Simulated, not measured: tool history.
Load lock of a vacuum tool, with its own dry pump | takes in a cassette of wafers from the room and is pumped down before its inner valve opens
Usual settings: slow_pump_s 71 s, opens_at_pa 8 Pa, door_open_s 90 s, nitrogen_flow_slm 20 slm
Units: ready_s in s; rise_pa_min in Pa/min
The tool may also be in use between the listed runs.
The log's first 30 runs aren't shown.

run,day,slow_pump_s,opens_at_pa,door_open_s,nitrogen_flow_slm,"incoming humidity of the room's air, %",ready_s,rise_pa_min
31,85.088,53,8,78,20,44,174.8,0.097
32,89.258,142,7,49,45,43.2,240.8,0.087
33,92.071,142,7,49,45,44.8,243.8,0.086
34,95.588,124,8,90,12,44.1,228.1,0.114
35,97.7,118,11,189,22,46.8,216.8,0.132
36,100.808,125,13,189,12,47.1,222.7,0.151
37,104.896,98,13,189,6,44.8,202.5,0.174
38,107.388,114,13,36,33,46.3,211.2,0.107

3 ways to go on from here, each from the tool as it stands after run 38. What would each give?
A,110.575,133,7,36,20,44.3,?,?
B,110.575,77,9,28,20,47.1,?,?
C,110.575,114,15,36,33,48.2,?,?

run,ready_s,rise_pa_min
A,235.8,0.113
B,191.4,0.108
C,209.5,0.104
Without the tool's hidden state the same runs would have given:
run,ready_s,rise_pa_min
A,233.2,0.016
B,188.8,0.01
C,207.3,0.007
